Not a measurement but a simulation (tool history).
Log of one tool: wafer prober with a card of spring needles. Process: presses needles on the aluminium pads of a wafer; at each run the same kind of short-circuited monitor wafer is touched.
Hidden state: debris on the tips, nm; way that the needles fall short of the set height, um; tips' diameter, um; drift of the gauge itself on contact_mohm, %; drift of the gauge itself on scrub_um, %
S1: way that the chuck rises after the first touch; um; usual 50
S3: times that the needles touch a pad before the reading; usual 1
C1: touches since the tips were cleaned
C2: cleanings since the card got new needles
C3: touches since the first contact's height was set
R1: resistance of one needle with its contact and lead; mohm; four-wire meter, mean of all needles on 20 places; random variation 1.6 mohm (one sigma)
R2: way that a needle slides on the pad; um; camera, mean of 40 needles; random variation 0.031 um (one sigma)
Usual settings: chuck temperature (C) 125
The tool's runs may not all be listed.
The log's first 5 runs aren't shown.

At hour 72.9: tips cleaned on abrasive film.
Run 6, hour 81.4: usual settings but chuck temperature (C) 47; C1 3259; C2 9; C3 64625. Result: R1 141 mohm, R2 12.42 um.
At hour 90: tips cleaned on abrasive film.
Run 7, hour 97.6: usual settings but chuck temperature (C) 31; C1 2910; C2 10; C3 70796. Result: R1 138 mohm, R2 12.4 um.
At hour 106: tips cleaned on abrasive film.
Run 8, hour 109.6: usual settings but S3 2; C1 1354; C2 11; C3 75333. Result: R1 154 mohm, R2 12.37 um.
At hour 121.9: tips cleaned on abrasive film.
Run 9, hour 125.5: usual settings but S3 2; C1 1341; C2 12; C3 81376. Result: R1 154 mohm, R2 12.4 um.
Run 10, hour 134.8: usual settings but S3 2; C1 4900; C2 12; C3 84935. Result: R1 153 mohm, R2 12.4 um.
At hour 139.3: tips cleaned on abrasive film.
Run 11, hour 146.3: usual settings but S1 55 um, S3 2; C1 2708; C2 13; C3 89327. Result: R1 153 mohm, R2 13.64 um.
At hour 155.4: tips cleaned on abrasive film.
Run 12, hour 166.8: usual settings but S1 55 um, S3 2; C1 4385; C2 14; C3 97127. Result: R1 152 mohm, R2 13.66 um.
At hour 171.8: tips cleaned on abrasive film.
Run 13, hour 186.7: usual settings but S1 55 um, S3 2; C1 5711; C2 15; C3 104699. Result: R1 153 mohm, R2 13.65 um.
At hour 188.4: tips cleaned on abrasive film.
At hour 206: tips cleaned on abrasive film.
Run 14, hour 207.4: usual settings; C1 531; C2 17; C3 112543. Result: R1 152 mohm, R2 12.39 um.
Run 15, hour 219.2: usual settings; C1 5058; C2 17; C3 117070. Result: R1 153 mohm, R2 12.44 um.
At hour 223.6: tips cleaned on abrasive film.
Run 16, hour 228.4: usual settings but S1 70 um; C1 1857; C2 18; C3 120552. Result: R1 147 mohm, R2 17.4 um.
At hour 239.8: tips cleaned on abrasive film.
Run 17, hour 241.9: usual settings but S1 30 um, chuck temperature (C) 62; C1 819; C2 19; C3 125670. Result: R1 153 mohm, R2 7.46 um.
Run 18, hour 251.7: usual settings but S1 36 um, S3 2; C1 4585; C2 19; C3 129436. Result: R1 161 mohm, R2 8.94 um.
At hour 256.4: tips cleaned on abrasive film.
Run 19, hour 271.3: usual settings but S1 63 um, chuck temperature (C) 27; C1 5697; C2 20; C3 136877. Result: R1 135 mohm, R2 15.68 um.
At hour 273.1: tips cleaned on abrasive film.
Run 20, hour 280.3: usual settings but S1 63 um, chuck temperature (C) 27; C1 2743; C2 21; C3 140273. Result: R1 137 mohm, R2 15.7 um.
At hour 289.5: tips cleaned on abrasive film.
Run 21, hour 289.9: usual settings but S1 45 um, chuck temperature (C) 48, S3 2; C1 179; C2 22; C3 143939. Result: R1 144 mohm, R2 11.21 um.
At hour 306.1: tips cleaned on abrasive film.
Run 22, hour 309.6: usual settings but S1 39 um, chuck temperature (C) 32; C1 1337; C2 23; C3 151402. Result: R1 144 mohm, R2 9.67 um.
At hour 321.1: height of the first contact set anew.
At hour 323: tips cleaned on abrasive film.
Run 23, hour 324.3: usual settings but S1 45 um, chuck temperature (C) 27, S3 2; C1 497; C2 24; C3 1206. Result: R1 137 mohm, R2 11.22 um.
Run 24, hour 333.7: usual settings but chuck temperature (C) 72, S3 2; C1 4068; C2 24; C3 4777. Result: R1 144 mohm, R2 12.4 um.

Forecast run 25:
At hour 339.7: tips cleaned on abrasive film.
Run 25, hour 342.9: usual settings but S1 69 um, S3 2; C1 1220; C2 25; C3 8285. Result: R1 ?, R2 ?.

R1: 146 mohm
R2: 17.1 um
Without the tool's hidden state the same run would have given R1 146 mohm, R2 17.1 um.

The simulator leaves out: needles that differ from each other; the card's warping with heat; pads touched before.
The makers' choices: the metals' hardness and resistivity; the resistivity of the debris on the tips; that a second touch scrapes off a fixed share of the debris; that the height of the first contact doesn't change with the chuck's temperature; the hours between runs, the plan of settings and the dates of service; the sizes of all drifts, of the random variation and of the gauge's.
